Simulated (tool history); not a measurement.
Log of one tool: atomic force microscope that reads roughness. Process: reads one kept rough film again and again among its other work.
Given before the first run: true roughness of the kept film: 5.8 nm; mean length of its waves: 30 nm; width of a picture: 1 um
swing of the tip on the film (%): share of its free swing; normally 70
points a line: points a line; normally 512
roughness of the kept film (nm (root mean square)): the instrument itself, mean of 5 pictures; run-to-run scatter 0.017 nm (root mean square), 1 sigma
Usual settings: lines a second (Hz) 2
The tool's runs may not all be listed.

run	day	lines a second (Hz)	swing of the tip on the film (%)	points a line	roughness of the kept film (nm (root mean square))
1	0	2	70	512	2.827
2	2.371	2	70	883	2.953
3	4.583	2	70	883	3.231
4	6.417	2	70	883	4.021
5	7.808	2	70	883	2.868
6	10.067	2	63	512	3.232
7	11.192	2	70	512	2.482
8	12.242	2	70	512	3.219
9	13.388	2	70	512	2.496
10	14.558	2	70	512	3.337
11	16.475	2	70	512	4.071
12	17.779	1.62	57	512	3.101
13	18.967	1.62	66	827	4.159
14	20.517	2	65	744	2.915
15	21.617	0.73	70	623	4.034
16	22.975	0.73	69	372	2.862
17	24.771	0.9	84	469	3.192
18	26.4	2	70	973	3.963
19	27.462	2.94	84	512	2.454
20	28.8	1.86	85	598	3.604
21	30.946	2.9	87	931	1.935

Put back what was entered between runs (12 entries, withheld): which listed runs does each sit between, and how does the hidden state differ from the listed run before to the listed run after?
Run 1 -> run 2: new tip fitted (day 1.271)
  radius of the tip, nm: 33 -> 30.1; height scale over the true one, %: 0.85 -> 0.93
  difference, measured minus the result without the unlogged condition, roughness of the kept film (nm (root mean square)): -1.286 -> -1.17
Run 2 -> run 3: new tip fitted (day 3.762)
  radius of the tip, nm: 30.1 -> 23.8; height scale over the true one, %: 0.93 -> 1.01
  difference, measured minus the result without the unlogged condition, roughness of the kept film (nm (root mean square)): -1.17 -> -0.861
Run 3 -> run 4: new tip fitted (day 6.321)
  radius of the tip, nm: 23.8 -> 11.3; height scale over the true one, %: 1.01 -> 1.09
  difference, measured minus the result without the unlogged condition, roughness of the kept film (nm (root mean square)): -0.861 -> -0.065
Run 5 -> run 6: new tip fitted (day 8.862)
  radius of the tip, nm: 32.5 -> 26.2; height scale over the true one, %: 1.15 -> 1.23
  difference, measured minus the result without the unlogged condition, roughness of the kept film (nm (root mean square)): -1.259 -> -1.008
Run 7 -> run 8: new tip fitted (day 11.371)
  radius of the tip, nm: 43.4 -> 24.5; height scale over the true one, %: 1.27 -> 1.32
  difference, measured minus the result without the unlogged condition, roughness of the kept film (nm (root mean square)): -1.633 -> -0.891
Run 9 -> run 10: new tip fitted (day 13.896)
  radius of the tip, nm: 43.1 -> 22.1; height scale over the true one, %: 1.36 -> 1.4
  difference, measured minus the result without the unlogged condition, roughness of the kept film (nm (root mean square)): -1.617 -> -0.759
Run 10 -> run 11: new tip fitted (day 16.438)
  radius of the tip, nm: 22.1 -> 11.1; height scale over the true one, %: 1.4 -> 1.48
  difference, measured minus the result without the unlogged condition, roughness of the kept film (nm (root mean square)): -0.759 -> -0.026
Run 12 -> run 13: new tip fitted (day 18.85)
  radius of the tip, nm: 31.6 -> 12.1; height scale over the true one, %: 1.53 -> 1.58
  difference, measured minus the result without the unlogged condition, roughness of the kept film (nm (root mean square)): -1.291 -> -0.108
Run 14 -> run 15: new tip fitted (day 21.317)
  radius of the tip, nm: 33.7 -> 15.2; height scale over the true one, %: 1.63 -> 1.68
  difference, measured minus the result without the unlogged condition, roughness of the kept film (nm (root mean square)): -1.333 -> -0.353
Run 16 -> run 17: new tip fitted (day 23.804)
  radius of the tip, nm: 36.9 -> 25.9; height scale over the true one, %: 1.73 -> 1.8
  difference, measured minus the result without the unlogged condition, roughness of the kept film (nm (root mean square)): -1.488 -> -0.956
Run 17 -> run 18: new tip fitted (day 26.283)
  radius of the tip, nm: 25.9 -> 12.5; height scale over the true one, %: 1.8 -> 1.86
  difference, measured minus the result without the unlogged condition, roughness of the kept film (nm (root mean square)): -0.956 -> -0.129
Run 19 -> run 20: new tip fitted (day 28.721)
  radius of the tip, nm: 29.1 -> 11.8; height scale over the true one, %: 1.9 -> 1.95
  difference, measured minus the result without the unlogged condition, roughness of the kept film (nm (root mean square)): -0.885 -> -0.063
